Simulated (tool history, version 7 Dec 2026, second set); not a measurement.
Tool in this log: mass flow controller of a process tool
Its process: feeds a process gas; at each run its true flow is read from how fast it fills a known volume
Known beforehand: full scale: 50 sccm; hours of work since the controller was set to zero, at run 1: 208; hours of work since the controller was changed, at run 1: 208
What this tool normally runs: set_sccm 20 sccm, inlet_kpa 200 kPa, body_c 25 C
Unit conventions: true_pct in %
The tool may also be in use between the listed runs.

run    hour  set_sccm  inlet_kpa  body_c  hours of work since the controller was set to zero  hours of work since the controller was changed  true_pct
  1       0        20        200      25                                                 208                                             208     99.01
  2      97        32        200      25                                                 247                                             247     99.36
  3   211.1        32        200      25                                                 293                                             293     99.24
  4   406.6        32        200      25                                                 371                                             371     99.07
  5   511.5        32        200      25                                                 413                                             413     98.97
  6   725.8        20        228      25                                                 499                                             499     98.31
  7   903.2        17        200      25                                                 570                                             570     98.18
  8  1024.5        13        198      28                                                 619                                             619     97.59
  9  1179.5         9        184      20                                                 681                                             681     98.25
 10  1324.3        20        200      25                                                 739                                             739     97.92
 11  1464.4        20        200      26                                                 795                                             795     97.69
 12  1614.2         6        200      23                                                 855                                             855     97.36

Results per run with the tool's hidden condition removed, run-to-run variation unchanged:
Hidden conditions of the tool in this case: flow at rest that the sensor doesn't see, % of full scale; true flow over the shown one, %; drift of the gauge itself on true_pct, %.
run  true_pct
  1     99.01
  2     99.45
  3     99.42
  4     99.41
  5     99.41
  6     98.92
  7     98.94
  8     98.45
  9     99.25
 10     99.04
 11     98.92
 12     98.71
